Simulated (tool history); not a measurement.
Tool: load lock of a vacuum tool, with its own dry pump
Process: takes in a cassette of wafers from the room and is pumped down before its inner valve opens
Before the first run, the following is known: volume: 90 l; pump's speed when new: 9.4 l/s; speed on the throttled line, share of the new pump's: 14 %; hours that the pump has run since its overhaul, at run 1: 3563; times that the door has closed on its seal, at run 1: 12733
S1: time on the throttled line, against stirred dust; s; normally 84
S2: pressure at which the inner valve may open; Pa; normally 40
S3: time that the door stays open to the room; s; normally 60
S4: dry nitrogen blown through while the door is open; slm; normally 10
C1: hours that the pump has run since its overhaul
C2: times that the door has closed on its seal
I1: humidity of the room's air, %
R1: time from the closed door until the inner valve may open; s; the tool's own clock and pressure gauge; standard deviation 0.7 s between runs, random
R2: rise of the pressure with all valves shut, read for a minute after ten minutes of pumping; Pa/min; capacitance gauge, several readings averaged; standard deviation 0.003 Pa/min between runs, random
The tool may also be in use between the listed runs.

Run 1, hour 0.0: usual settings; C1 3563; C2 12733; I1 45.9. Result: R1 147.5 s, R2 0.027 Pa/min.
Run 2, hour 122.1: usual settings; C1 3685; C2 12927; I1 44.9. Result: R1 147.0 s, R2 0.035 Pa/min.
Run 3, hour 232.8: usual settings; C1 3795; C2 13104; I1 48.0. Result: R1 147.9 s, R2 0.030 Pa/min.
Run 4, hour 287.2: usual settings; C1 3850; C2 13190; I1 40.7. Result: R1 146.2 s, R2 0.024 Pa/min.
Run 5, hour 380.8: usual settings; C1 3943; C2 13340; I1 45.6. Result: R1 148.5 s, R2 0.022 Pa/min.
Run 6, hour 431.8: usual settings but S3 32 s; C1 3994; C2 13421; I1 44.3. Result: R1 147.1 s, R2 0.018 Pa/min.
Run 7, hour 531.9: usual settings but S3 32 s; C1 4095; C2 13580; I1 44.1. Result: R1 147.0 s, R2 0.016 Pa/min.
Run 8, hour 641.9: usual settings but S3 32 s; C1 4204; C2 13755; I1 46.7. Result: R1 148.0 s, R2 0.015 Pa/min.
Run 9, hour 759.0: usual settings; C1 4322; C2 13942; I1 44.5. Result: R1 147.5 s, R2 0.025 Pa/min.
Run 10, hour 859.9: usual settings but S1 73 s, S3 68 s; C1 4422; C2 14102; I1 42.7. Result: R1 137.0 s, R2 0.030 Pa/min.
Run 11, hour 961.8: usual settings but S1 146 s, S2 28 Pa, S3 97 s; C1 4524; C2 14265; I1 45.8. Result: R1 204.9 s, R2 0.038 Pa/min.
Run 12, hour 1025.2: usual settings but S1 108 s, S2 28 Pa, S3 93 s; C1 4588; C2 14366; I1 45.6. Result: R1 171.6 s, R2 0.036 Pa/min.
Run 13, hour 1135.7: usual settings but S1 108 s, S2 28 Pa, S3 93 s; C1 4698; C2 14542; I1 42.5. Result: R1 172.8 s, R2 0.037 Pa/min.
Run 14, hour 1256.6: usual settings but S1 63 s, S2 48 Pa, S3 93 s; C1 4819; C2 14734; I1 45.0. Result: R1 127.4 s, R2 0.035 Pa/min.
Run 15, hour 1349.8: usual settings but S1 63 s, S2 48 Pa, S3 93 s; C1 4912; C2 14883; I1 43.2. Result: R1 127.1 s, R2 0.033 Pa/min.
Run 16, hour 1452.0: usual settings but S1 63 s, S2 42 Pa, S3 35 s; C1 5015; C2 15046; I1 42.5. Result: R1 129.5 s, R2 0.019 Pa/min.
Run 17, hour 1551.7: usual settings but S1 63 s, S2 42 Pa, S3 35 s; C1 5114; C2 15204; I1 45.8. Result: R1 129.4 s, R2 0.018 Pa/min.

Forecast each of these 4 alternatives for the next run:
Run A, hour 1657.8: usual settings but S3 48 s; C1 5220; C2 15373; I1 43.0. Result: R1 ?, R2 ?.
Run B, hour 1657.8: usual settings but S1 116 s, S2 32 Pa; C1 5220; C2 15373; I1 46.9. Result: R1 ?, R2 ?.
Run C, hour 1657.8: usual settings but S1 53 s, S2 41 Pa, S4 16 slm; C1 5220; C2 15373; I1 40.6. Result: R1 ?, R2 ?.
Run D, hour 1657.8: usual settings but S1 120 s, S2 59 Pa, S3 37 s; C1 5220; C2 15373; I1 46.0. Result: R1 ?, R2 ?.

run     R1     R2
  A  148.4  0.022
  B  177.4  0.022
  C  120.6  0.015
  D  174.1  0.022
Take away the tool's hidden state, keep each run's random variation, and the runs would have read:
run     R1     R2
  A  148.4  0.022
  B  177.4  0.021
  C  120.6  0.014
  D  174.1  0.022

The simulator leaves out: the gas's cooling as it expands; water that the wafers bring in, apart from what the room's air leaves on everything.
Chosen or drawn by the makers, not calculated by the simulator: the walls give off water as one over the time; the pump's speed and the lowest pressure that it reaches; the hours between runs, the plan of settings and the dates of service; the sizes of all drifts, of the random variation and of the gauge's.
